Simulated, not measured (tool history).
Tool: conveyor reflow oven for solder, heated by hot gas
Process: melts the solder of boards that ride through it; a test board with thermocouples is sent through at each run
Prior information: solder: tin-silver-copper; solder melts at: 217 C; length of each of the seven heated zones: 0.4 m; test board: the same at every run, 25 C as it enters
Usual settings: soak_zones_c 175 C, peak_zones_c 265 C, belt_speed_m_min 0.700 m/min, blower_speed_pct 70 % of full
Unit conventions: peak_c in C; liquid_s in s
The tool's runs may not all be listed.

{"run": 1, "hour": 0.0, "soak_zones_c": 175, "peak_zones_c": 265, "belt_speed_m_min": 0.7, "blower_speed_pct": 70, "peak_c": 245.6, "liquid_s": 46.1}
{"run": 2, "hour": 54.8, "soak_zones_c": 175, "peak_zones_c": 265, "belt_speed_m_min": 0.7, "blower_speed_pct": 70, "peak_c": 244.6, "liquid_s": 46.6}
{"run": 3, "hour": 134.3, "soak_zones_c": 175, "peak_zones_c": 265, "belt_speed_m_min": 0.7, "blower_speed_pct": 70, "peak_c": 245.0, "liquid_s": 45.1}
{"hour": 181.9, "done": "flux residue cleaned out of gas plates and filters"}
{"run": 4, "hour": 198.9, "soak_zones_c": 175, "peak_zones_c": 265, "belt_speed_m_min": 0.7, "blower_speed_pct": 70, "peak_c": 248.1, "liquid_s": 48.6}
{"run": 5, "hour": 277.3, "soak_zones_c": 175, "peak_zones_c": 265, "belt_speed_m_min": 0.7, "blower_speed_pct": 70, "peak_c": 247.9, "liquid_s": 48.9}
{"hour": 325.7, "done": "belt drive overhauled, speed set with a stopwatch"}
{"run": 6, "hour": 325.7, "soak_zones_c": 175, "peak_zones_c": 265, "belt_speed_m_min": 0.7, "blower_speed_pct": 70, "peak_c": 247.6, "liquid_s": 46.9}
{"run": 7, "hour": 392.9, "soak_zones_c": 175, "peak_zones_c": 265, "belt_speed_m_min": 0.7, "blower_speed_pct": 70, "peak_c": 246.1, "liquid_s": 47.3}
{"run": 8, "hour": 450.8, "soak_zones_c": 175, "peak_zones_c": 265, "belt_speed_m_min": 0.7, "blower_speed_pct": 70, "peak_c": 246.6, "liquid_s": 47.1}
{"run": 9, "hour": 500.3, "soak_zones_c": 175, "peak_zones_c": 265, "belt_speed_m_min": 0.7, "blower_speed_pct": 70, "peak_c": 246.0, "liquid_s": 46.8}
{"run": 10, "hour": 556.1, "soak_zones_c": 184, "peak_zones_c": 265, "belt_speed_m_min": 0.7, "blower_speed_pct": 70, "peak_c": 247.7, "liquid_s": 51.6}
{"run": 11, "hour": 631.7, "soak_zones_c": 168, "peak_zones_c": 265, "belt_speed_m_min": 0.7, "blower_speed_pct": 70, "peak_c": 244.7, "liquid_s": 41.5}
{"run": 12, "hour": 694.6, "soak_zones_c": 175, "peak_zones_c": 258, "belt_speed_m_min": 0.7, "blower_speed_pct": 70, "peak_c": 239.2, "liquid_s": 39.7}
{"run": 13, "hour": 773.2, "soak_zones_c": 175, "peak_zones_c": 258, "belt_speed_m_min": 0.7, "blower_speed_pct": 70, "peak_c": 239.1, "liquid_s": 39.4}
{"run": 14, "hour": 816.2, "soak_zones_c": 175, "peak_zones_c": 258, "belt_speed_m_min": 0.7, "blower_speed_pct": 70, "peak_c": 239.6, "liquid_s": 39.5}
{"hour": 846.7, "done": "flux residue cleaned out of gas plates and filters"}
{"run": 15, "hour": 889.9, "soak_zones_c": 175, "peak_zones_c": 269, "belt_speed_m_min": 0.7, "blower_speed_pct": 70, "peak_c": 251.1, "liquid_s": 50.5}
{"run": 16, "hour": 965.5, "soak_zones_c": 175, "peak_zones_c": 273, "belt_speed_m_min": 0.808, "blower_speed_pct": 70, "peak_c": 249.2, "liquid_s": 41.2}
{"run": 17, "hour": 1018.5, "soak_zones_c": 176, "peak_zones_c": 265, "belt_speed_m_min": 0.7, "blower_speed_pct": 70, "peak_c": 248.6, "liquid_s": 48.3}
{"run": 18, "hour": 1096.5, "soak_zones_c": 175, "peak_zones_c": 265, "belt_speed_m_min": 0.713, "blower_speed_pct": 70, "peak_c": 246.9, "liquid_s": 46.6}
{"run": 19, "hour": 1161.8, "soak_zones_c": 170, "peak_zones_c": 278, "belt_speed_m_min": 0.784, "blower_speed_pct": 53, "peak_c": 247.1, "liquid_s": 39.1}
{"run": 20, "hour": 1244.7, "soak_zones_c": 161, "peak_zones_c": 269, "belt_speed_m_min": 0.792, "blower_speed_pct": 61, "peak_c": 239.7, "liquid_s": 30.7}
{"run": 21, "hour": 1299.6, "soak_zones_c": 175, "peak_zones_c": 265, "belt_speed_m_min": 0.7, "blower_speed_pct": 69, "peak_c": 245.6, "liquid_s": 46.4}
{"run": 22, "hour": 1346.1, "soak_zones_c": 175, "peak_zones_c": 265, "belt_speed_m_min": 0.763, "blower_speed_pct": 70, "peak_c": 242.7, "liquid_s": 39.7}
{"run": 23, "hour": 1421.3, "soak_zones_c": 182, "peak_zones_c": 265, "belt_speed_m_min": 0.7, "blower_speed_pct": 70, "peak_c": 247.4, "liquid_s": 50.1}
{"run": 24, "hour": 1468.9, "soak_zones_c": 182, "peak_zones_c": 265, "belt_speed_m_min": 0.7, "blower_speed_pct": 70, "peak_c": 247.4, "liquid_s": 48.8}
{"hour": 1506.8, "done": "flux residue cleaned out of gas plates and filters"}
{"run": 25, "hour": 1543.7, "soak_zones_c": 182, "peak_zones_c": 265, "belt_speed_m_min": 0.7, "blower_speed_pct": 70, "peak_c": 251.1, "liquid_s": 53.3}
{"run": 26, "hour": 1581.8, "soak_zones_c": 167, "peak_zones_c": 257, "belt_speed_m_min": 0.686, "blower_speed_pct": 70, "peak_c": 241.2, "liquid_s": 41.2}
{"run": 27, "hour": 1622.3, "soak_zones_c": 184, "peak_zones_c": 265, "belt_speed_m_min": 0.619, "blower_speed_pct": 70, "peak_c": 253.9, "liquid_s": 64.5}
{"run": 28, "hour": 1692.7, "soak_zones_c": 184, "peak_zones_c": 265, "belt_speed_m_min": 0.619, "blower_speed_pct": 70, "peak_c": 253.8, "liquid_s": 63.7}
{"run": 29, "hour": 1743.4, "soak_zones_c": 186, "peak_zones_c": 265, "belt_speed_m_min": 0.619, "blower_speed_pct": 78, "peak_c": 254.1, "liquid_s": 65.7}
{"run": 30, "hour": 1805.5, "soak_zones_c": 186, "peak_zones_c": 265, "belt_speed_m_min": 0.619, "blower_speed_pct": 78, "peak_c": 254.9, "liquid_s": 65.3}

Predict each of these 4 candidate next runs independently; none follows another, all start after run 30:
{"run": "A", "hour": 1868.9, "soak_zones_c": 186, "peak_zones_c": 265, "belt_speed_m_min": 0.619, "blower_speed_pct": 81, "peak_c": "?", "liquid_s": "?"}
{"run": "B", "hour": 1868.9, "soak_zones_c": 186, "peak_zones_c": 265, "belt_speed_m_min": 0.703, "blower_speed_pct": 81, "peak_c": "?", "liquid_s": "?"}
{"run": "C", "hour": 1868.9, "soak_zones_c": 168, "peak_zones_c": 277, "belt_speed_m_min": 0.7, "blower_speed_pct": 70, "peak_c": "?", "liquid_s": "?"}
{"run": "D", "hour": 1868.9, "soak_zones_c": 175, "peak_zones_c": 271, "belt_speed_m_min": 0.7, "blower_speed_pct": 64, "peak_c": "?", "liquid_s": "?"}

run=A peak_c=255.1 liquid_s=66.3
run=B peak_c=251.2 liquid_s=55.7
run=C peak_c=255.4 liquid_s=51.3
run=D peak_c=250.7 liquid_s=50.6
With the hidden condition removed and each run's random variation left untouched, the same runs would have given:
run=A peak_c=255.3 liquid_s=65.9
run=B peak_c=251.7 liquid_s=55.7
run=C peak_c=256.2 liquid_s=51.4
run=D peak_c=251.3 liquid_s=50.7

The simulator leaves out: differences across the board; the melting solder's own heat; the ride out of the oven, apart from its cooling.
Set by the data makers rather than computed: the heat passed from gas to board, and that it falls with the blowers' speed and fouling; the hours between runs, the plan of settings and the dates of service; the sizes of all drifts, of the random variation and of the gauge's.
